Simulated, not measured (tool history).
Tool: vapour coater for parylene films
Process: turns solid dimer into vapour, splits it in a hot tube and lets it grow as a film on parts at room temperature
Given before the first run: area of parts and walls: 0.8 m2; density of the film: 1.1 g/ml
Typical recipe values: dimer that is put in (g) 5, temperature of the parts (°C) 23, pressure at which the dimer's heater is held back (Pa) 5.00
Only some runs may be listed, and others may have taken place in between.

run     day  dimer that is put in (g)  temperature of the parts (°C)  pressure at which the dimer's heater is held back (Pa)  thickness of the film (µm)
  1   0.000                         5                             23                                                    5.00                        3.45
  2   1.775                         2                             23                                                    5.00                        1.37
  3   2.850                         2                             23                                                    5.00                        1.41
  4   4.600                         2                             23                                                    5.00                        1.41
  5   6.254                         2                             23                                                    5.00                        1.39
  6   7.746                         5                             23                                                    5.00                        3.49
  7   9.271                         5                             23                                                    5.00                        3.47
  8  10.967                         5                             23                                                    5.00                        3.47
     12.529  -- trap's valve overhauled
  9  12.908                         5                             23                                                    5.00                        3.45
 10  13.675                         5                             23                                                    5.00                        3.49
 11  14.417                         5                             23                                                    2.30                        4.04
 12  15.529                         5                             23                                                    6.49                        3.38
 13  16.350                         5                             23                                                    6.49                        3.31
 14  17.692                         5                             23                                                    5.00                        3.46
 15  18.550                         5                             23                                                    5.00                        3.56
 16  19.646                         8                             23                                                   10.55                        4.88
 17  21.204                         2                             23                                                    5.52                        1.37
 18  22.362                         5                             18                                                    5.67                        3.74
 19  23.271                         3                             23                                                    2.87                        2.31
 20  24.071                         3                             23                                                    2.87                        2.36
 21  24.883                         2                             23                                                    3.77                        1.49
 22  26.004                         2                             18                                                    3.77                        1.57
 23  26.950                         2                             18                                                    3.77                        1.63
 24  28.550                         4                             26                                                    3.77                        2.80
 25  30.333                         7                             26                                                    2.73                        5.20

For run 26, what comes out?
 26  32.108                         9                             28                                                    6.46                           ?

{"run 26": {"thickness of the film (µm)": 5.47}}
Were there no unlogged condition in the tool, this run, its random variation unchanged, would have produced thickness of the film (µm) 5.49.
